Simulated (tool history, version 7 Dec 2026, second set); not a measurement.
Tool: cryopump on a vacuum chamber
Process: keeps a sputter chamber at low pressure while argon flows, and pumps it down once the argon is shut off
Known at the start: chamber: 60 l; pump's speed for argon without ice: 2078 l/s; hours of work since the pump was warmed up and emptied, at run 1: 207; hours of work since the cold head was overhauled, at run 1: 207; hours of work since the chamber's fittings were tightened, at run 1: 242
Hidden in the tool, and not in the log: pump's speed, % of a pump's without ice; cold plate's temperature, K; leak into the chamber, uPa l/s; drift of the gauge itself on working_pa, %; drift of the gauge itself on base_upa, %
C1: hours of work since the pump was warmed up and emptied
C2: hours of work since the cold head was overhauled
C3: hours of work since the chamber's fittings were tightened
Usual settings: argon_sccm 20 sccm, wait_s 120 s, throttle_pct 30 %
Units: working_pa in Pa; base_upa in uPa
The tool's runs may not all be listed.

run 1 hour=0.0 | argon_sccm=20 wait_s=120 throttle_pct=30 | C1=207 C2=207 C3=242 | working_pa=0.0558 base_upa=0.70
run 2 hour=9.9 | argon_sccm=20 wait_s=120 throttle_pct=30 | C1=212 C2=212 C3=247 | working_pa=0.0553 base_upa=0.81
run 3 hour=24.2 | argon_sccm=20 wait_s=120 throttle_pct=18 | C1=220 C2=220 C3=255 | working_pa=0.0913 base_upa=0.77
run 4 hour=40.2 | argon_sccm=20 wait_s=120 throttle_pct=18 | C1=229 C2=229 C3=264 | working_pa=0.0911 base_upa=0.78
run 5 hour=62.6 | argon_sccm=20 wait_s=120 throttle_pct=18 | C1=241 C2=241 C3=277 | working_pa=0.0913 base_upa=0.74
run 6 hour=75.3 | argon_sccm=20 wait_s=120 throttle_pct=18 | C1=248 C2=248 C3=284 | working_pa=0.0915 base_upa=0.78
run 7 hour=86.9 | argon_sccm=20 wait_s=193 throttle_pct=18 | C1=255 C2=255 C3=290 | working_pa=0.0916 base_upa=0.59
run 8 hour=109.3 | argon_sccm=20 wait_s=193 throttle_pct=18 | C1=267 C2=267 C3=302 | working_pa=0.0910 base_upa=0.58
run 9 hour=124.3 | argon_sccm=20 wait_s=193 throttle_pct=47 | C1=275 C2=275 C3=311 | working_pa=0.0348 base_upa=0.60
run 10 hour=147.8 | argon_sccm=20 wait_s=193 throttle_pct=47 | C1=288 C2=288 C3=324 | working_pa=0.0361 base_upa=0.62
run 11 hour=160.5 | argon_sccm=20 wait_s=193 throttle_pct=47 | C1=295 C2=295 C3=331 | working_pa=0.0357 base_upa=0.61
run 12 hour=179.9 | argon_sccm=20 wait_s=193 throttle_pct=47 | C1=306 C2=306 C3=341 | working_pa=0.0374 base_upa=0.58
run 13 hour=200.2 | argon_sccm=20 wait_s=193 throttle_pct=47 | C1=317 C2=317 C3=353 | working_pa=0.0359 base_upa=0.57
run 14 hour=219.3 | argon_sccm=20 wait_s=193 throttle_pct=47 | C1=328 C2=328 C3=363 | working_pa=0.0354 base_upa=0.62
run 15 hour=240.5 | argon_sccm=20 wait_s=60 throttle_pct=47 | C1=339 C2=339 C3=375 | working_pa=0.0360 base_upa=1.34
run 16 hour=252.3 | argon_sccm=20 wait_s=167 throttle_pct=25 | C1=346 C2=346 C3=381 | working_pa=0.0661 base_upa=0.63
run 17 hour=265.3 | argon_sccm=8 wait_s=24 throttle_pct=34 | C1=353 C2=353 C3=389 | working_pa=0.0204 base_upa=2.86
run 18 hour=284.8 | argon_sccm=8 wait_s=120 throttle_pct=30 | C1=364 C2=364 C3=399 | working_pa=0.0234 base_upa=0.80
run 19 hour=298.9 | argon_sccm=20 wait_s=120 throttle_pct=15 | C1=372 C2=372 C3=407 | working_pa=0.1115 base_upa=0.83
run 20 hour=315.1 | argon_sccm=39 wait_s=86 throttle_pct=41 | C1=381 C2=381 C3=416 | working_pa=0.0822 base_upa=1.06
run 21 hour=336.4 | argon_sccm=12 wait_s=135 throttle_pct=47 | C1=392 C2=392 C3=428 | working_pa=0.0211 base_upa=0.75
run 22 hour=356.2 | argon_sccm=11 wait_s=74 throttle_pct=30 | C1=403 C2=403 C3=439 | working_pa=0.0313 base_upa=1.22
run 23 hour=366.2 | argon_sccm=11 wait_s=74 throttle_pct=30 | C1=409 C2=409 C3=444 | working_pa=0.0304 base_upa=1.19
run 24 hour=382.4 | argon_sccm=38 wait_s=20 throttle_pct=23 | C1=418 C2=418 C3=453 | working_pa=0.1387 base_upa=3.34
run 25 hour=405.5 | argon_sccm=20 wait_s=219 throttle_pct=23 | C1=431 C2=431 C3=466 | working_pa=0.0736 base_upa=0.61
run 26 hour=420.5 | argon_sccm=16 wait_s=91 throttle_pct=22 | C1=439 C2=439 C3=474 | working_pa=0.0610 base_upa=1.02
run 27 hour=441.1 | argon_sccm=20 wait_s=41 throttle_pct=18 | C1=450 C2=450 C3=486 | working_pa=0.0942 base_upa=1.80
run 28 hour=454.3 | argon_sccm=26 wait_s=122 throttle_pct=18 | C1=458 C2=458 C3=493 | working_pa=0.1210 base_upa=0.84
run 29 hour=464.1 | argon_sccm=26 wait_s=122 throttle_pct=18 | C1=463 C2=463 C3=498 | working_pa=0.1202 base_upa=0.82

Forecast each of these 3 alternatives for the next run:
run A hour=484.6 | argon_sccm=29 wait_s=162 throttle_pct=18 | C1=474 C2=474 C3=510 | working_pa=? base_upa=?
run B hour=484.6 | argon_sccm=10 wait_s=122 throttle_pct=53 | C1=474 C2=474 C3=510 | working_pa=? base_upa=?
run C hour=484.6 | argon_sccm=14 wait_s=217 throttle_pct=23 | C1=474 C2=474 C3=510 | working_pa=? base_upa=?

run=A working_pa=0.1352 base_upa=0.68
run=B working_pa=0.0162 base_upa=0.81
run=C working_pa=0.0520 base_upa=0.62
Without the tool's hidden state the same runs would have given:
run=A working_pa=0.1313 base_upa=0.48
run=B working_pa=0.0149 base_upa=0.62
run=C working_pa=0.0501 base_upa=0.43
